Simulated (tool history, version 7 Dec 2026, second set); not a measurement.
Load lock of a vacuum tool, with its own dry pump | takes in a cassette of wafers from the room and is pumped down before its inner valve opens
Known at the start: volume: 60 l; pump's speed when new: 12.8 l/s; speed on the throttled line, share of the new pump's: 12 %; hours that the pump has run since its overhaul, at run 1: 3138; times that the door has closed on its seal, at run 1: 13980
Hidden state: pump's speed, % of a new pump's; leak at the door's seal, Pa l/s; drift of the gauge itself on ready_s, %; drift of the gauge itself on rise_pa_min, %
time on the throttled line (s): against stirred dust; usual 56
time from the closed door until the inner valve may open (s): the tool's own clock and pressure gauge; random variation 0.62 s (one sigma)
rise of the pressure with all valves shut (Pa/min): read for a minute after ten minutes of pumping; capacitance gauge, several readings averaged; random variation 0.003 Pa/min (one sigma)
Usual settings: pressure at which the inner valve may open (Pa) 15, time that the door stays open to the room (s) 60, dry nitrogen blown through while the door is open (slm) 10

run    hour  time on the throttled line (s)  pressure at which the inner valve may open (Pa)  time that the door stays open to the room (s)  dry nitrogen blown through while the door is open (slm)  hours that the pump has run since its overhaul  times that the door has closed on its seal  incoming humidity of the room's air, %  time from the closed door until the inner valve may open (s)  rise of the pressure with all valves shut (Pa/min)
  1     0.0                              56                                               15                                             60                                                       10                                            3138                                       13980                                    46.4                                                          93.2                                               0.168
  2   534.5                              56                                               15                                             60                                                       10                                            3673                                       16361                                    43.2                                                          94.0                                               0.199
  3   943.3                              56                                               15                                             60                                                       10                                            4082                                       18182                                    46.8                                                          94.7                                               0.240
  4  1469.0                              56                                               15                                             60                                                       10                                            4607                                       20524                                    47.2                                                          94.5                                               0.289
     1750.8  -- door's seal changed, seat wiped
  5  1897.0                              56                                               15                                             60                                                       10                                            5034                                         652                                    44.4                                                          93.7                                               0.028
  6  2382.1                              56                                               15                                             60                                                       10                                            5519                                        2813                                    41.0                                                          95.0                                               0.032
  7  2790.3                              59                                               27                                             60                                                       10                                            5927                                        4631                                    44.9                                                          95.3                                               0.054
  8  3196.8                              55                                               18                                            190                                                       38                                            6334                                        6442                                    43.7                                                          94.0                                               0.062

Run 9 comes next. What will it give?
  9  3600.8                              55                                               18                                            190                                                       38                                            6738                                        8242                                    43.1                                                             ?                                                   ?

time from the closed door until the inner valve may open (s): 94.5
rise of the pressure with all valves shut (Pa/min): 0.083
Without the tool's hidden state the same run would have given time from the closed door until the inner valve may open (s) 89.2, rise of the pressure with all valves shut (Pa/min) 0.023.
